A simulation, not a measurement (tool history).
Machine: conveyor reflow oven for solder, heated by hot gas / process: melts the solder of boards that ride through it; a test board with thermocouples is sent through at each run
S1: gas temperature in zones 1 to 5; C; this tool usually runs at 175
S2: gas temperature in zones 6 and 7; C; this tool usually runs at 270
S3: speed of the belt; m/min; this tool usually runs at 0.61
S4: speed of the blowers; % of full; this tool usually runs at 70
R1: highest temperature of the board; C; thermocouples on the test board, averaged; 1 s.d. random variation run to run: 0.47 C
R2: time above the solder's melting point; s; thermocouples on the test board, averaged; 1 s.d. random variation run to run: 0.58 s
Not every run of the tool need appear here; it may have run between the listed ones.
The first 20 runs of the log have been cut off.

run 21 hour=188.1 | S1=188 S2=284 S3=0.636 S4=84 | R1=265 R2=70.3
run 22 hour=197.3 | S1=175 S2=265 S3=0.69 S4=65 | R1=238.7 R2=39
run 23 hour=209.3 | S1=175 S2=276 S3=0.69 S4=70 | R1=250 R2=47.6
run 24 hour=216.3 | S1=175 S2=270 S3=0.678 S4=70 | R1=245.8 R2=45.3
run 25 hour=224 | S1=175 S2=270 S3=0.575 S4=70 | R1=251 R2=61.6
run 26 hour=230.6 | S1=175 S2=270 S3=0.61 S4=87 | R1=252.3 R2=59.4
run 27 hour=242.4 | S1=161 S2=267 S3=0.653 S4=68 | R1=240.6 R2=38.9
run 28 hour=248.3 | S1=180 S2=262 S3=0.61 S4=70 | R1=243.2 R2=52.3
run 29 hour=259.7 | S1=180 S2=262 S3=0.61 S4=70 | R1=242.9 R2=52.4
run 30 hour=266.4 | S1=175 S2=270 S3=0.604 S4=70 | R1=249.8 R2=56.3

Below are 4 alternative next runs, each starting from the tool's condition after run 30. Predict each:
run A hour=273 | S1=175 S2=270 S3=0.706 S4=68 | R1=? R2=?
run B hour=273 | S1=175 S2=270 S3=0.565 S4=70 | R1=? R2=?
run C hour=273 | S1=175 S2=270 S3=0.61 S4=83 | R1=? R2=?
run D hour=273 | S1=175 S2=267 S3=0.61 S4=70 | R1=? R2=?

run=A R1=243 R2=41.3
run=B R1=251.2 R2=62.4
run=C R1=251.8 R2=59.3
run=D R1=246.1 R2=54
Take away the tool's hidden state, keep each run's random variation, and the runs would have read:
run=A R1=245.3 R2=43.5
run=B R1=253.3 R2=64.2
run=C R1=254 R2=61
run=D R1=248.2 R2=56.1
